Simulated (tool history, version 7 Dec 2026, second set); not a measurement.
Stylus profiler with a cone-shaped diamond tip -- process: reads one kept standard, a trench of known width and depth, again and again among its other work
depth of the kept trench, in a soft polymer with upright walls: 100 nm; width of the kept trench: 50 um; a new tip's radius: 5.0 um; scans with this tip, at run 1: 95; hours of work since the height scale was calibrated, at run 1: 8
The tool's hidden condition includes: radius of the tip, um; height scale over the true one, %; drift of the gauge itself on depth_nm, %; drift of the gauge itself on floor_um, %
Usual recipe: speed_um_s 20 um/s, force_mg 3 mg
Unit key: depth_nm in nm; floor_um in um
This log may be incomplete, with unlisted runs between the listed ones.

run   hour  speed_um_s  force_mg  scans with this tip  hours of work since the height scale was calibrated  depth_nm  floor_um
  1      0          20         3                   95                                                    8    101.63     47.93
  2     80          20         3                  546                                                   43    101.63     47.98
  3  202.1          20         3                 1234                                                   98    101.66     47.89
  4    342          20         3                 2022                                                  161    101.67     47.83
  5  464.1          20         3                 2710                                                  216    101.69      47.8
  6  555.2          20         3                 3224                                                  257     101.7     47.82
  7  620.9          20      3.24                 3594                                                  286     101.8      47.8
  8  692.5          20      3.24                 3997                                                  318    101.79     47.77
  9  792.1          37      2.84                 4559                                                  363    101.65     47.75
 10  855.9           9      2.84                 4918                                                  391     101.7     47.77
 11  943.6          21      4.89                 5413                                                  431    102.36     47.76

Forecast each of these 3 alternatives for the next run:
  A  1040.3          15      2.14                 5957                                                  474         ?         ?
  B  1040.3          20       1.8                 5957                                                  474         ?         ?
  C  1040.3          14      2.61                 5957                                                  474         ?         ?

run  depth_nm  floor_um
  A    101.44     47.75
  B    101.33     47.71
  C     101.6     47.72
Take away the tool's hidden state, keep each run's random variation, and the runs would have read:
run  depth_nm  floor_um
  A    101.24        48
  B    101.13     47.96
  C    101.39     47.98
